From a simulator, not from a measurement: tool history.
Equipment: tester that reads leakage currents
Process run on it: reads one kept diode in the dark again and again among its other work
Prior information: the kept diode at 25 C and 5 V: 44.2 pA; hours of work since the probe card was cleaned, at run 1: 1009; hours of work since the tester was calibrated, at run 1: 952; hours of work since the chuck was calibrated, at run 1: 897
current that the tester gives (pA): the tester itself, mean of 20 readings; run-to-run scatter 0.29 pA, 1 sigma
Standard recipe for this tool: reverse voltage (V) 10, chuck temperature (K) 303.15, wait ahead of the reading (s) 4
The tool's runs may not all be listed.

run,day,reverse voltage (V),chuck temperature (K),wait ahead of the reading (s),hours of work since the probe card was cleaned,hours of work since the tester was calibrated,hours of work since the chuck was calibrated,current that the tester gives (pA)
1,0,10,303.15,4,1009,952,897,97.67
2,1.358,10,303.15,0.43,1034,976,922,104.75
3,2.325,10,306.15,4,1051,994,939,125.87
4,3.712,2.3,306.15,4,1077,1019,965,66.66
5,4.762,2.3,306.15,4,1096,1038,984,66.01
6,5.342,5.9,303.15,4,1106,1049,994,76.84
7,6.162,11.2,303.15,4,1121,1064,1009,103.84
8,6.796,11.2,303.15,4,1133,1075,1021,103.26
9,7.621,10,303.15,1.72,1148,1090,1036,99.47
10,8.875,10,303.15,4,1171,1113,1059,97.79
11,9.754,10,303.15,4,1187,1129,1075,98.62
12,11.125,10,303.15,0.41,1212,1154,1099,105.58
13,12.225,10,303.15,1.09,1232,1174,1119,101.45
14,12.933,10,293.15,4,1244,1187,1132,43.2
15,14.204,10,303.15,4,1268,1210,1155,98.47
16,14.967,1.8,303.15,4,1281,1224,1169,45.57
17,16.321,1.8,303.15,4,1306,1249,1194,45.6
18,16.942,1.8,303.15,4,1317,1260,1205,45.31
19,18.3,1.8,303.15,4,1342,1285,1230,45.62
20,19.696,2,303.15,4,1368,1310,1255,47.77
21,20.979,1.6,331.15,1.36,1391,1333,1279,451.81
22,21.925,3.6,315.15,4,1408,1351,1296,174.66
23,22.558,5.8,323.15,0.35,1420,1362,1308,418.05
24,23.508,4.4,295.15,8.2,1437,1380,1325,33.81
25,24.888,1.5,301.15,6.98,1462,1405,1350,34.82
26,26.079,1.5,301.15,6.98,1484,1426,1372,35.14
27,26.908,1.5,301.15,6.98,1499,1441,1387,35.16
28,27.492,1.5,301.15,2.55,1509,1452,1397,35.4
29,28.354,2.2,320.15,0.36,1525,1468,1413,215.67
30,28.967,6.7,308.15,2.8,1536,1479,1424,126.63
31,29.621,4.8,308.15,0.33,1548,1491,1436,113.18
32,30.779,4.8,308.15,0.33,1569,1512,1457,113.04
33,32.038,3.2,308.15,0.39,1592,1535,1480,93.33
34,33.267,3.2,308.15,0.39,1614,1557,1502,93.73
35,34.162,2.8,313.15,0.67,1631,1573,1519,133.41
36,34.821,1.8,319.15,0.45,1643,1585,1531,182.69
37,35.846,1.8,319.15,0.45,1661,1604,1549,182.24
38,36.742,2.6,303.15,0.43,1678,1620,1566,55.42
39,37.933,2.9,308.15,4,1699,1642,1587,87.41

Hidden state or all else? Some run-to-run changes of current that the tester gives (pA), split into what the settings, what came in and random variation would give without the hidden state, and what is left for the hidden state (with any gauge scatter that isn't in both results):
Hidden state at play: stray current of the dirty probe card, pA a volt; current scale over the true one, %; true chuck temperature over the reading, C; drift of the gauge itself on leakage_pa, %.
Run 20 -> 21: reverse voltage (V) 2 -> 1.6, chuck temperature (K) 303.15 -> 331.15, wait ahead of the reading (s) 4 -> 1.36. current that the tester gives (pA) +404.04: hidden state -17.38, all else +421.42.
Run 21 -> 22: reverse voltage (V) 1.6 -> 3.6, chuck temperature (K) 331.15 -> 315.15, wait ahead of the reading (s) 1.36 -> 4. current that the tester gives (pA) -277.15: hidden state +12.81, all else -289.96.
Run 23 -> 24: reverse voltage (V) 5.8 -> 4.4, chuck temperature (K) 323.15 -> 295.15, wait ahead of the reading (s) 0.35 -> 8.2. current that the tester gives (pA) -384.24: hidden state +16.09, all else -400.33.
